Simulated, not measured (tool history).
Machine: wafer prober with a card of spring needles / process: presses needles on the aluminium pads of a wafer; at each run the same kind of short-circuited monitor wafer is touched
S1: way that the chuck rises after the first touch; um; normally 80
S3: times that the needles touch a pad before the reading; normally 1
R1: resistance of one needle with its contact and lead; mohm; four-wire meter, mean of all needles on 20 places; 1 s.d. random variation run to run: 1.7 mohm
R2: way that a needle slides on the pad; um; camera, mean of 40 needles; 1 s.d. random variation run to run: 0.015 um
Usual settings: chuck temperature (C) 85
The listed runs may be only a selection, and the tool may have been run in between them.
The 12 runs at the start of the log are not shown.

{"hour": 171.5, "done": "tips cleaned on abrasive film"}
{"run": 13, "hour": 178.0, "S1": 80, "chuck temperature (C)": 25, "S3": 2, "R1": 166, "R2": 12.96}
{"hour": 183.6, "done": "tips cleaned on abrasive film"}
{"run": 14, "hour": 188.2, "S1": 80, "chuck temperature (C)": 37, "S3": 2, "R1": 170, "R2": 12.95}
{"hour": 196.4, "done": "tips cleaned on abrasive film"}
{"run": 15, "hour": 205.9, "S1": 80, "chuck temperature (C)": 37, "S3": 2, "R1": 172, "R2": 12.95}
{"hour": 208.2, "done": "tips cleaned on abrasive film"}
{"hour": 220.7, "done": "tips cleaned on abrasive film"}
{"run": 16, "hour": 223.7, "S1": 80, "chuck temperature (C)": 37, "S3": 2, "R1": 164, "R2": 12.9}
{"hour": 232.9, "done": "tips cleaned on abrasive film"}
{"run": 17, "hour": 233.5, "S1": 62, "chuck temperature (C)": 37, "S3": 2, "R1": 163, "R2": 9.99}
{"run": 18, "hour": 242.6, "S1": 62, "chuck temperature (C)": 37, "S3": 2, "R1": 183, "R2": 10.0}
{"hour": 244.8, "done": "tips cleaned on abrasive film"}
{"hour": 256.7, "done": "tips cleaned on abrasive film"}
{"run": 19, "hour": 260.2, "S1": 74, "chuck temperature (C)": 37, "S3": 2, "R1": 171, "R2": 11.95}
{"hour": 269.3, "done": "tips cleaned on abrasive film"}
{"run": 20, "hour": 269.3, "S1": 74, "chuck temperature (C)": 37, "S3": 2, "R1": 160, "R2": 11.93}
{"hour": 282.1, "done": "tips cleaned on abrasive film"}
{"run": 21, "hour": 282.3, "S1": 74, "chuck temperature (C)": 37, "S3": 2, "R1": 161, "R2": 11.95}
{"run": 22, "hour": 292.2, "S1": 80, "chuck temperature (C)": 39, "S3": 2, "R1": 171, "R2": 12.87}
{"hour": 294.5, "done": "tips cleaned on abrasive film"}
{"run": 23, "hour": 303.4, "S1": 62, "chuck temperature (C)": 111, "S3": 3, "R1": 185, "R2": 9.94}
{"hour": 306.5, "done": "tips cleaned on abrasive film"}
{"hour": 319.3, "done": "tips cleaned on abrasive film"}
{"hour": 321.6, "done": "height of the first contact set anew"}
{"run": 24, "hour": 322.3, "S1": 63, "chuck temperature (C)": 41, "S3": 2, "R1": 174, "R2": 10.3}
{"hour": 332.9, "done": "tips cleaned on abrasive film"}
{"run": 25, "hour": 337.4, "S1": 63, "chuck temperature (C)": 78, "S3": 1, "R1": 192, "R2": 10.29}
{"hour": 345.5, "done": "tips cleaned on abrasive film"}
{"run": 26, "hour": 356.3, "S1": 83, "chuck temperature (C)": 78, "S3": 1, "R1": 188, "R2": 13.54}
{"hour": 357.3, "done": "tips cleaned on abrasive film"}
{"run": 27, "hour": 364.9, "S1": 97, "chuck temperature (C)": 85, "S3": 1, "R1": 182, "R2": 15.85}
{"hour": 369.4, "done": "tips cleaned on abrasive film"}
{"run": 28, "hour": 379.0, "S1": 85, "chuck temperature (C)": 85, "S3": 1, "R1": 186, "R2": 13.88}
{"hour": 381.3, "done": "tips cleaned on abrasive film"}
{"run": 29, "hour": 392.7, "S1": 77, "chuck temperature (C)": 35, "S3": 3, "R1": 166, "R2": 12.55}
{"hour": 393.8, "done": "tips cleaned on abrasive film"}
{"hour": 405.6, "done": "tips cleaned on abrasive film"}
{"run": 30, "hour": 405.7, "S1": 77, "chuck temperature (C)": 35, "S3": 3, "R1": 156, "R2": 12.55}
{"run": 31, "hour": 414.1, "S1": 77, "chuck temperature (C)": 35, "S3": 3, "R1": 168, "R2": 12.54}

Each row is a separate what-if for the run after 31, all from the same tool condition, not one after another. Results?
{"hour": 418.0, "done": "tips cleaned on abrasive film"}
{"run": "A", "hour": 425.0, "S1": 76, "chuck temperature (C)": 85, "S3": 1, "R1": "?", "R2": "?"}
{"hour": 418.0, "done": "tips cleaned on abrasive film"}
{"run": "B", "hour": 425.0, "S1": 77, "chuck temperature (C)": 112, "S3": 2, "R1": "?", "R2": "?"}
{"hour": 418.0, "done": "tips cleaned on abrasive film"}
{"run": "C", "hour": 425.0, "S1": 77, "chuck temperature (C)": 35, "S3": 2, "R1": "?", "R2": "?"}

run=A R1=187 R2=12.38
run=B R1=185 R2=12.53
run=C R1=172 R2=12.55
With the hidden condition removed and each run's random variation left untouched, the same runs would have given:
run=A R1=165 R2=12.44
run=B R1=172 R2=12.59
run=C R1=157 R2=12.61

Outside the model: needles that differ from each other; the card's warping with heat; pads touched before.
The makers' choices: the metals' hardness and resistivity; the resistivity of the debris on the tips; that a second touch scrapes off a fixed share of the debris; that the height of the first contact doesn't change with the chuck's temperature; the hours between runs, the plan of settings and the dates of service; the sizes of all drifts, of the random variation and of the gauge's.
